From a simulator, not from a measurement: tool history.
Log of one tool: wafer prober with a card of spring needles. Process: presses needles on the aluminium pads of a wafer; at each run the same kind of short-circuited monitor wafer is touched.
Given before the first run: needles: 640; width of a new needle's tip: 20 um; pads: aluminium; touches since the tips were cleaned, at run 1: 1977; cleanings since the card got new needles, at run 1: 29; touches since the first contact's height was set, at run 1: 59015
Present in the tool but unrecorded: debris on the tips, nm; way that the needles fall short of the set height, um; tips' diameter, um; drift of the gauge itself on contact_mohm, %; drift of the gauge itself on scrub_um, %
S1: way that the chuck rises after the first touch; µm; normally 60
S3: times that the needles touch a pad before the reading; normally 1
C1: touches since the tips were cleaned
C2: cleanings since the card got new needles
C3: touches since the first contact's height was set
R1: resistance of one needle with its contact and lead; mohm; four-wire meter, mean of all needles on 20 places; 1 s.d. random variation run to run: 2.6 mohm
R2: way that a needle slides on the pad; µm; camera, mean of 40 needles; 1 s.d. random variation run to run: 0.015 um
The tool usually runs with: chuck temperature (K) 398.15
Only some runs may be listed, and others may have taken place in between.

Run 1, hour 0.0: usual settings; C1 1977; C2 29; C3 59015. Result: R1 369 mohm, R2 15.90 µm.
At hour 18.7: tips cleaned on abrasive film.
Run 2, hour 19.5: usual settings but chuck temperature (K) 330.15; C1 208; C2 30; C3 63923. Result: R1 305 mohm, R2 15.82 µm.
Run 3, hour 40.8: usual settings; C1 5590; C2 30; C3 69305. Result: R1 403 mohm, R2 15.84 µm.
At hour 44.6: tips cleaned on abrasive film.
Run 4, hour 52.7: usual settings but chuck temperature (K) 368.15; C1 2030; C2 31; C3 72265. Result: R1 365 mohm, R2 15.79 µm.
At hour 71.6: tips cleaned on abrasive film.
Run 5, hour 74.7: usual settings but chuck temperature (K) 368.15; C1 796; C2 32; C3 77811. Result: R1 332 mohm, R2 15.77 µm.
At hour 84.8: height of the first contact set anew.
Run 6, hour 90.0: usual settings but chuck temperature (K) 368.15; C1 4574; C2 32; C3 1314. Result: R1 391 mohm, R2 15.60 µm.
At hour 97.8: tips cleaned on abrasive film.
Run 7, hour 112.8: usual settings but chuck temperature (K) 368.15; C1 3803; C2 33; C3 7055. Result: R1 388 mohm, R2 15.59 µm.
At hour 124.2: tips cleaned on abrasive film.
Run 8, hour 125.2: usual settings but chuck temperature (K) 368.15; C1 262; C2 34; C3 10156. Result: R1 315 mohm, R2 15.60 µm.
Run 9, hour 146.9: usual settings but S1 69 µm; C1 5732; C2 34; C3 15626. Result: R1 377 mohm, R2 17.96 µm.
At hour 150.3: tips cleaned on abrasive film.
At hour 167.2: height of the first contact set anew, once more.
Run 10, hour 169.9: usual settings but S1 42 µm; C1 4875; C2 35; C3 673. Result: R1 483 mohm, R2 11.24 µm.
At hour 176.9: tips cleaned on abrasive film.
Run 11, hour 191.5: usual settings; C1 3664; C2 36; C3 6091. Result: R1 379 mohm, R2 16.02 µm.
Run 12, hour 202.0: usual settings; C1 6330; C2 36; C3 8757. Result: R1 399 mohm, R2 16.05 µm.
At hour 203.2: tips cleaned on abrasive film.
Run 13, hour 221.0: usual settings; C1 4481; C2 37; C3 13523. Result: R1 386 mohm, R2 16.00 µm.
At hour 228.8: tips cleaned on abrasive film.
Run 14, hour 239.8: usual settings; C1 2756; C2 38; C3 18237. Result: R1 383 mohm, R2 15.98 µm.
At hour 255.4: tips cleaned on abrasive film.
Run 15, hour 262.3: usual settings; C1 1752; C2 39; C3 23912. Result: R1 372 mohm, R2 15.95 µm.
Run 16, hour 273.3: usual settings; C1 4514; C2 39; C3 26674. Result: R1 392 mohm, R2 15.96 µm.
At hour 281.2: tips cleaned on abrasive film.
Run 17, hour 285.5: usual settings; C1 1089; C2 40; C3 29739. Result: R1 343 mohm, R2 15.93 µm.
Run 18, hour 301.4: usual settings; C1 5094; C2 40; C3 33744. Result: R1 389 mohm, R2 15.95 µm.
At hour 306.7: tips cleaned on abrasive film.
Run 19, hour 319.9: usual settings but S1 74 µm, chuck temperature (K) 331.15; C1 3328; C2 41; C3 38390. Result: R1 346 mohm, R2 19.66 µm.
At hour 332.7: tips cleaned on abrasive film.
Run 20, hour 339.8: usual settings but S1 46 µm, S3 2; C1 1801; C2 42; C3 43407. Result: R1 383 mohm, R2 12.11 µm.
Run 21, hour 349.9: usual settings but chuck temperature (K) 397.15; C1 4348; C2 42; C3 45954. Result: R1 403 mohm, R2 15.87 µm.
At hour 358.1: tips cleaned on abrasive film.
Run 22, hour 365.9: usual settings but S1 64 µm; C1 1954; C2 43; C3 49959. Result: R1 359 mohm, R2 16.89 µm.
Run 23, hour 383.1: usual settings but S1 70 µm, chuck temperature (K) 391.15; C1 6297; C2 43; C3 54302. Result: R1 376 mohm, R2 18.51 µm.
At hour 384.1: tips cleaned on abrasive film.
Run 24, hour 394.0: usual settings but S1 70 µm, chuck temperature (K) 315.15; C1 2498; C2 44; C3 57036. Result: R1 338 mohm, R2 18.48 µm.
Run 25, hour 406.9: usual settings but S1 66 µm, chuck temperature (K) 321.15, S3 3; C1 5745; C2 44; C3 60283. Result: R1 310 mohm, R2 17.43 µm.
At hour 409.6: tips cleaned on abrasive film.
Run 26, hour 418.7: usual settings but S1 65 µm, S3 3; C1 2296; C2 45; C3 63246. Result: R1 330 mohm, R2 17.15 µm.
At hour 435.2: tips cleaned on abrasive film.
Run 27, hour 440.2: usual settings but S1 49 µm, S3 2; C1 1259; C2 46; C3 68645. Result: R1 352 mohm, R2 12.83 µm.
Run 28, hour 458.2: usual settings but S1 79 µm, chuck temperature (K) 319.15, S3 2; C1 5800; C2 46; C3 73186. Result: R1 314 mohm, R2 20.86 µm.
At hour 462.1: tips cleaned on abrasive film.
Run 29, hour 474.6: usual settings but S1 53 µm, chuck temperature (K) 356.15; C1 3155; C2 47; C3 77317. Result: R1 413 mohm, R2 13.86 µm.
At hour 487.3: height of the first contact set anew.
At hour 488.0: tips cleaned on abrasive film.
Run 30, hour 488.0: usual settings but S1 50 µm; C1 0; C2 48; C3 167. Result: R1 323 mohm, R2 13.37 µm.
Run 31, hour 505.4: usual settings but S1 50 µm; C1 4370; C2 48; C3 4537. Result: R1 442 mohm, R2 13.37 µm.
At hour 514.7: tips cleaned on abrasive film.
Run 32, hour 517.1: usual settings but chuck temperature (K) 323.15, S3 2; C1 612; C2 49; C3 7484. Result: R1 305 mohm, R2 15.97 µm.
Run 33, hour 531.8: usual settings but S1 62 µm, chuck temperature (K) 323.15, S3 2; C1 4311; C2 49; C3 11183. Result: R1 332 mohm, R2 16.52 µm.
At hour 541.3: tips cleaned on abrasive film.
Run 34, hour 547.4: usual settings but S1 62 µm, chuck temperature (K) 323.15, S3 2; C1 1527; C2 50; C3 15094. Result: R1 315 mohm, R2 16.50 µm.

Below, each run's measurement less what the same run would have read without the hidden state. Both values contain the same run-to-run variation, but the gauge's scatter may not be the same in both:
run    R1     R2
  1   +69  -0.19
  2   +22  -0.22
  3   +96  -0.23
  4   +75  -0.26
  5   +38  -0.28
  6   +98  -0.46
  7   +96  -0.48
  8   +22  -0.50
  9   +77  -0.51
 10  +174  +0.00
 11   +83  -0.03
 12   +95  -0.03
 13   +88  -0.05
 14   +78  -0.07
 15   +69  -0.10
 16   +91  -0.11
 17   +42  -0.13
 18   +92  -0.14
 19   +67  -0.15
 20   +71  -0.19
 21   +95  -0.19
 22   +58  -0.22
 23   +77  -0.22
 24   +65  -0.24
 25   +34  -0.24
 26   +26  -0.26
 27   +50  -0.29
 28   +41  -0.30
 29  +122  -0.31
 30   +15  -0.02
 31  +130  -0.03
 32   +23  -0.06
 33   +58  -0.06
 34   +35  -0.08
